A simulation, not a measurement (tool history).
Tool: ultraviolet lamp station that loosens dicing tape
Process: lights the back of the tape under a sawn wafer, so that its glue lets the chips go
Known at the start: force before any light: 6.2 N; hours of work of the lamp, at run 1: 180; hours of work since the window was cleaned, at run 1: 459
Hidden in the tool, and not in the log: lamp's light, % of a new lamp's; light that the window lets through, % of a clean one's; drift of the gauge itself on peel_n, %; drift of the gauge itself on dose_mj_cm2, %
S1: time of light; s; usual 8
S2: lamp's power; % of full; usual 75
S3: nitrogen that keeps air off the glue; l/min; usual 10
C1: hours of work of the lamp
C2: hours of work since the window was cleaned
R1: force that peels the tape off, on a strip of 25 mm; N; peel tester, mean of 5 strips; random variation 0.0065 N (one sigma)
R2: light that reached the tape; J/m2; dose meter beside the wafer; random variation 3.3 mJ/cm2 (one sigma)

run 1 hour=0 | S1=8 S2=75 S3=10 | C1=180 C2=459 | R1=0.276 R2=4590
run 2 hour=12.3 | S1=8 S2=62 S3=10 | C1=189 C2=468 | R1=0.451 R2=3800
run 3 hour=26.1 | S1=8 S2=62 S3=10 | C1=199 C2=478 | R1=0.451 R2=3840
run 4 hour=36.1 | S1=8 S2=62 S3=10 | C1=206 C2=485 | R1=0.441 R2=3790
run 5 hour=50.7 | S1=8 S2=75 S3=6 | C1=216 C2=495 | R1=0.374 R2=4510
run 6 hour=59.8 | S1=8 S2=75 S3=19 | C1=223 C2=502 | R1=0.216 R2=4530
-- hour=68.1 window cleaned of glue's vapour
run 7 hour=73.2 | S1=8 S2=75 S3=19 | C1=232 C2=4 | R1=0.221 R2=4440
run 8 hour=81.5 | S1=8 S2=75 S3=12 | C1=237 C2=9 | R1=0.272 R2=4390
run 9 hour=95.2 | S1=8 S2=75 S3=10 | C1=247 C2=19 | R1=0.307 R2=4390
run 10 hour=102.7 | S1=8 S2=75 S3=10 | C1=252 C2=24 | R1=0.317 R2=4410
-- hour=110 window cleaned of glue's vapour, once more
run 11 hour=112.3 | S1=8 S2=75 S3=10 | C1=259 C2=2 | R1=0.242 R2=4950
run 12 hour=127.1 | S1=11 S2=75 S3=10 | C1=269 C2=12 | R1=0.115 R2=6690
run 13 hour=138.9 | S1=8 S2=69 S3=10 | C1=278 C2=20 | R1=0.294 R2=4500
run 14 hour=146.7 | S1=8 S2=69 S3=10 | C1=283 C2=26 | R1=0.288 R2=4490
run 15 hour=156.6 | S1=8 S2=69 S3=10 | C1=290 C2=33 | R1=0.294 R2=4550
run 16 hour=172.7 | S1=8 S2=84 S3=10 | C1=301 C2=44 | R1=0.188 R2=5400
run 17 hour=188.4 | S1=8 S2=84 S3=10 | C1=313 C2=55 | R1=0.191 R2=5410
run 18 hour=203.2 | S1=8 S2=75 S3=10 | C1=323 C2=66 | R1=0.247 R2=4790
run 19 hour=210.8 | S1=8 S2=75 S3=10 | C1=328 C2=71 | R1=0.258 R2=4830
run 20 hour=223.8 | S1=8 S2=75 S3=10 | C1=337 C2=80 | R1=0.25 R2=4750
run 21 hour=231.3 | S1=8 S2=75 S3=10 | C1=343 C2=86 | R1=0.258 R2=4770
run 22 hour=242.9 | S1=8 S2=75 S3=8 | C1=351 C2=94 | R1=0.285 R2=4780
run 23 hour=255.8 | S1=4 S2=79 S3=17 | C1=360 C2=103 | R1=0.905 R2=2470
run 24 hour=271.9 | S1=4 S2=79 S3=17 | C1=371 C2=114 | R1=0.896 R2=2480
run 25 hour=285.5 | S1=4 S2=63 S3=4 | C1=381 C2=124 | R1=2.051 R2=1980
run 26 hour=294.6 | S1=4 S2=72 S3=5 | C1=387 C2=130 | R1=1.573 R2=2290
run 27 hour=307.3 | S1=4 S2=72 S3=5 | C1=396 C2=139 | R1=1.591 R2=2260
run 28 hour=314.9 | S1=8 S2=75 S3=17 | C1=402 C2=144 | R1=0.209 R2=4660
run 29 hour=326 | S1=8 S2=75 S3=17 | C1=410 C2=152 | R1=0.219 R2=4690
run 30 hour=334.1 | S1=8 S2=84 S3=9 | C1=415 C2=158 | R1=0.22 R2=5160
run 31 hour=343.3 | S1=11 S2=67 S3=12 | C1=422 C2=165 | R1=0.149 R2=5780
run 32 hour=357 | S1=4 S2=94 S3=7 | C1=431 C2=174 | R1=0.96 R2=2880
run 33 hour=369.2 | S1=4 S2=83 S3=5 | C1=440 C2=183 | R1=1.316 R2=2580
run 34 hour=382.8 | S1=4 S2=83 S3=5 | C1=450 C2=192 | R1=1.332 R2=2530
run 35 hour=398.2 | S1=15 S2=69 S3=3 | C1=460 C2=203 | R1=0.176 R2=7830
run 36 hour=408.8 | S1=5 S2=75 S3=10 | C1=468 C2=211 | R1=0.807 R2=2830
run 37 hour=421.8 | S1=5 S2=75 S3=10 | C1=477 C2=220 | R1=0.818 R2=2820
run 38 hour=429.7 | S1=6 S2=75 S3=6 | C1=483 C2=225 | R1=0.712 R2=3420
run 39 hour=439.9 | S1=12 S2=93 S3=5 | C1=490 C2=233 | R1=0.099 R2=8370
run 40 hour=452.2 | S1=12 S2=93 S3=5 | C1=498 C2=241 | R1=0.114 R2=8390

The next listed run, before its measurement:
run 41 hour=465.4 | S1=12 S2=93 S3=5 | C1=508 C2=251 | R1=? R2=?

Run 41 gave R1 0.11 N, R2 8430 J/m2.
Without the tool's hidden state the same run would have given R1 0.09 N, R2 9820 J/m2.
